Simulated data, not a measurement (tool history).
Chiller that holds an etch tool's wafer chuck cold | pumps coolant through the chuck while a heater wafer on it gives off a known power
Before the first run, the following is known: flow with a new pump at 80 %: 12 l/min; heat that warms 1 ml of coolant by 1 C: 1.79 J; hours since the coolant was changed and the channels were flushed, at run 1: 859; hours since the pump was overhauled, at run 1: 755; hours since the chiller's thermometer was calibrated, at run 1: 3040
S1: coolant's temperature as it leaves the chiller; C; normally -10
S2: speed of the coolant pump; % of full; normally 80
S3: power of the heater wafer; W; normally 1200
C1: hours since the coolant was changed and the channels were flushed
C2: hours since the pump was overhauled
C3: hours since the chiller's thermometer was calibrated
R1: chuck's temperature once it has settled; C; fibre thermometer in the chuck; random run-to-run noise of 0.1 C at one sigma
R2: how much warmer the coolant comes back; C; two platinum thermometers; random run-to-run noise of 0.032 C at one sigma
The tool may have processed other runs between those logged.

run	hour	S1	S2	S3	C1	C2	C3	R1	R2
1	0	-10	80	1200	859	755	3040	0.9	3.37
2	90.6	-10	80	1200	949	845	3130	0.7	3.34
3	154.3	-10	80	1200	1013	909	3194	0.8	3.31
4	230.3	-10	80	1200	1089	985	3270	0.8	3.37
5	273.3	-10	80	1686	1132	1028	3313	5.2	4.7
6	367.1	-10	80	1686	1226	1122	3407	5	4.67
7	413.4	-17	80	1200	1272	1168	3453	-6.3	3.41
8	503.3	-10	80	1200	1362	1258	3543	0.8	3.28
9	585.5	-10	80	945	1444	1340	3625	-1.5	2.62
10	637.8	-10	80	945	1497	1392	3677	-1.6	2.61
11	709.9	-10	80	945	1569	1464	3749	-1.4	2.62
12	803.8	-10	80	945	1663	1558	3843	-1.5	2.6
13	854.8	-10	80	945	1714	1609	3894	-1.5	2.63
14	909.8	-10	80	945	1769	1664	3949	-1.3	2.62
15	968.4	-10	80	945	1827	1723	4008	-1.5	2.65

Estimate the outcome of run 16 from the log above:
16	1051.1	-10	80	945	1910	1806	4091	?	?

Run 16 yielded R1 -1.5 C, R2 2.65 C.
Were there no unlogged condition in the tool, this run, its random variation unchanged, would have produced R1 -1.5 C, R2 2.65 C.
